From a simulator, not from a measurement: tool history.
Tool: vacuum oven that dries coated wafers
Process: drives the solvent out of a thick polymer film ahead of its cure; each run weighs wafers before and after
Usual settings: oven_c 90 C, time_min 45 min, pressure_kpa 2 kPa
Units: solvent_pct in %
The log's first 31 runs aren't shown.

run	hour	oven_c	time_min	pressure_kpa	solvent_pct
32	459.4	91	76	2	0.95
33	472.2	90	31	2.28	3.27
34	480.5	90	31	2.28	3.41
35	492.7	94	70	1.18	0.62
36	504.1	94	69	4.94	1.72
37	522.7	79	45	1.21	3.67
38	533.6	79	81	5.3	3.92
39	551.1	75	40	2.02	5.71
40	567.9	75	40	2.02	5.74

Here are 5 independent what-if runs from the current tool condition. What would each one return?
A	586.9	77	45	5.54	?
B	586.9	83	25	2	?
C	586.9	82	40	2.02	?
D	586.9	90	22	2	?
E	586.9	90	55	2	?

run	solvent_pct
A	6.27
B	5.94
C	3.98
D	4.8
E	1.42
Without the tool's unlogged condition, the same runs would have read:
run	solvent_pct
A	5.93
B	5.67
C	3.71
D	4.56
E	1.26
